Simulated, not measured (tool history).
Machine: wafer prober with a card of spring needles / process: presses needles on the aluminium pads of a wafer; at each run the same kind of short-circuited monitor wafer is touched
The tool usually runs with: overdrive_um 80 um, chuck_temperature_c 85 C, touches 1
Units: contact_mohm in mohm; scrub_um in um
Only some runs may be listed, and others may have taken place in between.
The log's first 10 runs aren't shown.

run   hour  overdrive_um  chuck_temperature_c  touches  touches since the tips were cleaned  cleanings since the card got new needles  touches since the first contact's height was set  contact_mohm  scrub_um
        93  -- tips cleaned on abrasive film
 11   93.2            65                   57        1                                   81                                        29                                             91304           129     13.34
       100  -- tips cleaned on abrasive film
 12  104.3            65                   57        1                                 1780                                        30                                             95898           170     13.25
     107.8  -- tips cleaned on abrasive film
 13    114            65                   37        1                                 2608                                        31                                             99923           182     13.27
     115.3  -- tips cleaned on abrasive film
 14  119.8            65                   37        1                                 1876                                        32                                            102315           167     13.08
     122.9  -- tips cleaned on abrasive film
 15  126.9            65                   37        1                                 1659                                        33                                            105217           164     13.33
     130.1  -- tips cleaned on abrasive film
     137.3  -- tips cleaned on abrasive film
 16  139.2            65                   37        1                                  763                                        35                                            110261           138     13.07
     144.6  -- tips cleaned on abrasive film
     151.3  -- tips cleaned on abrasive film
 17  151.3            84                   85        1                                    0                                        37                                            115248           124      17.1
     158.5  -- tips cleaned on abrasive film
 18  161.7            81                   85        2                                 1319                                        38                                            119533           135     16.35
     165.4  -- tips cleaned on abrasive film
 19  171.2            93                   85        2                                 2437                                        39                                            123471           138     18.87
     172.4  -- tips cleaned on abrasive film
     179.8  -- tips cleaned on abrasive film
 20  181.7            93                   85        2                                  794                                        41                                            127774           127     18.99
     187.1  -- tips cleaned on abrasive film
     194.7  -- tips cleaned on abrasive film
 21  195.1            87                   48        2                                  162                                        43                                            133269           116     17.85
     201.4  -- tips cleaned on abrasive film
 22  204.3            77                   51        2                                 1196                                        44                                            137073           135     15.34
     208.8  -- tips cleaned on abrasive film
 23  213.3            77                   31        3                                 1902                                        45                                            140791           129     15.51
     216.3  -- tips cleaned on abrasive film
     223.5  -- tips cleaned on abrasive film
 24  225.6            89                   85        2                                  864                                        47                                            145826           132     18.18
     230.7  -- tips cleaned on abrasive film
 25  234.7            89                   85        2                                 1654                                        48                                            149582           140     17.87
     237.6  -- tips cleaned on abrasive film
     243.9  -- height of the first contact set anew
 26  244.3            97                   64        1                                 2661                                        49                                               182           148        21
     245.6  -- tips cleaned on abrasive film
     252.7  -- tips cleaned on abrasive film
 27    254            82                   64        1                                  522                                        51                                              4120           135     17.31
     260.3  -- tips cleaned on abrasive film
 28  262.2            75                   32        1                                  777                                        52                                              7502           138     16.24
     267.3  -- tips cleaned on abrasive film
 29  269.1            68                   93        1                                  711                                        53                                             10336           146     14.64
     274.1  -- tips cleaned on abrasive film
 30  275.6            79                   93        3                                  635                                        54                                             13039           127      16.5
     281.3  -- tips cleaned on abrasive film
 31  283.6            61                   85        1                                  940                                        55                                             16309           162     13.12
     288.1  -- tips cleaned on abrasive film
 32  293.7            73                   85        2                                 2332                                        56                                             20480           153     15.61

Branching from run 32: 4 alternative next runs. What would each branch give?
      295  -- tips cleaned on abrasive film
  A   301            95                   85        1                                 2507                                        57                                             23497             ?         ?
      295  -- tips cleaned on abrasive film
  B   301            70                   85        2                                 2507                                        57                                             23497             ?         ?
      295  -- tips cleaned on abrasive film
  C   301            79                   85        1                                 2507                                        57                                             23497             ?         ?
      295  -- tips cleaned on abrasive film
  D   301            60                   27        2                                 2507                                        57                                             23497             ?         ?

run  contact_mohm  scrub_um
  A           152     20.29
  B           155     14.83
  C           168     16.67
  D           167      12.6
Had the tool no hidden state, the same runs would have come out as:
run  contact_mohm  scrub_um
  A           117     20.51
  B           118     15.05
  C           120     16.89
  D           115     12.83
